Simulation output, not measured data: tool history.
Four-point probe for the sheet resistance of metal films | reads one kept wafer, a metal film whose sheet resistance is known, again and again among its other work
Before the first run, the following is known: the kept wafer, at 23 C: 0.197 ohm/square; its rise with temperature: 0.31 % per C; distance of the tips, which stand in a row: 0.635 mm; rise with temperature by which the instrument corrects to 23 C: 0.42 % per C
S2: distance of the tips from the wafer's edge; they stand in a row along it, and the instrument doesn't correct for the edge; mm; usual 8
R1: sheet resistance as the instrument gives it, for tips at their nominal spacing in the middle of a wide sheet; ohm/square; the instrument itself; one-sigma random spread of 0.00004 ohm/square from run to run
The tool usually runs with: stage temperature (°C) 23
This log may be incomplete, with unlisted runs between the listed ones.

run 1 hour=0 | stage_temperature_(°C)=23 S2=8 | R1=0.195772
run 2 hour=14.4 | stage_temperature_(°C)=23 S2=25 | R1=0.195258
run 3 hour=24.8 | stage_temperature_(°C)=23 S2=25 | R1=0.195278
run 4 hour=34.6 | stage_temperature_(°C)=26 S2=8 | R1=0.195212
run 5 hour=41.4 | stage_temperature_(°C)=26 S2=8 | R1=0.195298
run 6 hour=54.9 | stage_temperature_(°C)=26 S2=8 | R1=0.195162
run 7 hour=64.6 | stage_temperature_(°C)=26 S2=8 | R1=0.19519
run 8 hour=71.9 | stage_temperature_(°C)=26 S2=8 | R1=0.195184
run 9 hour=80.2 | stage_temperature_(°C)=26 S2=40 | R1=0.194579
run 10 hour=86.7 | stage_temperature_(°C)=26 S2=4 | R1=0.19706
run 11 hour=94.3 | stage_temperature_(°C)=23 S2=8 | R1=0.195745
run 12 hour=102 | stage_temperature_(°C)=23 S2=8 | R1=0.195801
run 13 hour=112 | stage_temperature_(°C)=23 S2=8 | R1=0.195825
run 14 hour=127.1 | stage_temperature_(°C)=23 S2=8 | R1=0.195802
run 15 hour=141 | stage_temperature_(°C)=20 S2=8 | R1=0.196464
run 16 hour=147.5 | stage_temperature_(°C)=20 S2=8 | R1=0.196456
run 17 hour=154.7 | stage_temperature_(°C)=20 S2=8 | R1=0.196417
run 18 hour=164.2 | stage_temperature_(°C)=20 S2=47 | R1=0.195799
run 19 hour=175.2 | stage_temperature_(°C)=20 S2=47 | R1=0.195818
run 20 hour=182.5 | stage_temperature_(°C)=23 S2=8 | R1=0.195855
run 21 hour=191.8 | stage_temperature_(°C)=23 S2=8 | R1=0.195856
run 22 hour=201 | stage_temperature_(°C)=23 S2=8 | R1=0.195754
run 23 hour=215.5 | stage_temperature_(°C)=23 S2=8 | R1=0.195757
run 24 hour=224.9 | stage_temperature_(°C)=23 S2=8 | R1=0.195763
run 25 hour=239.2 | stage_temperature_(°C)=23 S2=47 | R1=0.195132
run 26 hour=249.5 | stage_temperature_(°C)=20 S2=11 | R1=0.196215
run 27 hour=261.2 | stage_temperature_(°C)=24 S2=9 | R1=0.195407
run 28 hour=269.6 | stage_temperature_(°C)=23 S2=5 | R1=0.196794
run 29 hour=277.7 | stage_temperature_(°C)=23 S2=5 | R1=0.196726
run 30 hour=290.6 | stage_temperature_(°C)=23 S2=5 | R1=0.196747
run 31 hour=303.4 | stage_temperature_(°C)=20 S2=5 | R1=0.197503
run 32 hour=312.8 | stage_temperature_(°C)=28 S2=5 | R1=0.195707
run 33 hour=319.1 | stage_temperature_(°C)=24 S2=5 | R1=0.19654
run 34 hour=327.2 | stage_temperature_(°C)=20 S2=7 | R1=0.196624
run 35 hour=334.4 | stage_temperature_(°C)=20 S2=7 | R1=0.196614
run 36 hour=347.1 | stage_temperature_(°C)=19 S2=6 | R1=0.197126
run 37 hour=356.5 | stage_temperature_(°C)=19 S2=6 | R1=0.197063
run 38 hour=371.6 | stage_temperature_(°C)=20 S2=16 | R1=0.195878
run 39 hour=386.7 | stage_temperature_(°C)=34 S2=43 | R1=0.192816
run 40 hour=392.9 | stage_temperature_(°C)=34 S2=43 | R1=0.192795
run 41 hour=402.5 | stage_temperature_(°C)=23 S2=25 | R1=0.195049
run 42 hour=413.6 | stage_temperature_(°C)=18 S2=8 | R1=0.196816
run 43 hour=420.2 | stage_temperature_(°C)=30 S2=33 | R1=0.193559
run 44 hour=426.7 | stage_temperature_(°C)=26 S2=66 | R1=0.194424
run 45 hour=433.9 | stage_temperature_(°C)=32 S2=15 | R1=0.19341
run 46 hour=441.8 | stage_temperature_(°C)=32 S2=15 | R1=0.193397

Hidden state or all else? Some run-to-run changes of R1, split into what the settings, what came in and random variation would give without the hidden state, and what is left for the hidden state (with any gauge scatter that isn't in both results):
Hidden state present: inner tips' distance over the nominal, %; tips' flats over new ones', %; wafer's true temperature over the reading, C; drift of the gauge itself on sheet_ohm, %.
Run 9 -> 10: S2 40 -> 4. R1 +0.002481 ohm/square: hidden state -0.000023, all else +0.002504.
Run 38 -> 39: stage temperature (°C) 20 -> 34, S2 16 -> 43. R1 -0.003062 ohm/square: hidden state +0.000016, all else -0.003078.
Run 40 -> 41: stage temperature (°C) 34 -> 23, S2 43 -> 25. R1 +0.002254 ohm/square: hidden state -0.000017, all else +0.002271.
Run 42 -> 43: stage temperature (°C) 18 -> 30, S2 8 -> 33. R1 -0.003257 ohm/square: hidden state +0.000022, all else -0.003279.

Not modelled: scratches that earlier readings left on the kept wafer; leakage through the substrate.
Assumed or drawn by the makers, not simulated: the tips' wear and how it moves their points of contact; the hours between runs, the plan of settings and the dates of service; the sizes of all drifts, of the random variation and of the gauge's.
